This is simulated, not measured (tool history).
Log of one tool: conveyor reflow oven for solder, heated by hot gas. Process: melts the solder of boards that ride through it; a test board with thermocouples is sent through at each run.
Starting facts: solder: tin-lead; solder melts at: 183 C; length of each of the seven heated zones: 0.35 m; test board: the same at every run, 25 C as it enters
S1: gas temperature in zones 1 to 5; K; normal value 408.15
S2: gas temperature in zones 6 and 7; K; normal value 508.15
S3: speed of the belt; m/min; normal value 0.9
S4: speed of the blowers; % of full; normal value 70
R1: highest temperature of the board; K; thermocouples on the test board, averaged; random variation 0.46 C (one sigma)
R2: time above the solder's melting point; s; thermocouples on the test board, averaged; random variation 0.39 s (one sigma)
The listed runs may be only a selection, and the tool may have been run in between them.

{"run": 1, "hour": 0.0, "S1": 408.15, "S2": 508.15, "S3": 0.9, "S4": 70, "R1": 492.35, "R2": 35.7}
{"run": 2, "hour": 78.8, "S1": 395.15, "S2": 508.15, "S3": 0.9, "S4": 70, "R1": 490.05, "R2": 31.9}
{"run": 3, "hour": 157.6, "S1": 395.15, "S2": 508.15, "S3": 0.9, "S4": 70, "R1": 489.75, "R2": 32.4}
{"run": 4, "hour": 237.3, "S1": 395.15, "S2": 508.15, "S3": 0.9, "S4": 70, "R1": 489.65, "R2": 32.3}
{"run": 5, "hour": 275.5, "S1": 395.15, "S2": 508.15, "S3": 0.9, "S4": 70, "R1": 490.25, "R2": 31.3}
{"hour": 297.0, "done": "flux residue cleaned out of gas plates and filters"}
{"run": 6, "hour": 320.1, "S1": 395.15, "S2": 508.15, "S3": 0.9, "S4": 70, "R1": 490.05, "R2": 31.4}
{"run": 7, "hour": 398.1, "S1": 408.15, "S2": 508.15, "S3": 0.9, "S4": 78, "R1": 493.15, "R2": 35.9}

Run 8 comes next. What will it give?
{"run": 8, "hour": 445.0, "S1": 408.15, "S2": 508.15, "S3": 0.9, "S4": 78, "R1": "?", "R2": "?"}

R1: 493.95 K
R2: 35.8 s
Take away the tool's hidden state, keep the run-to-run variation as it was, and the same run would have given R1 494.05 K, R2 35.8 s.
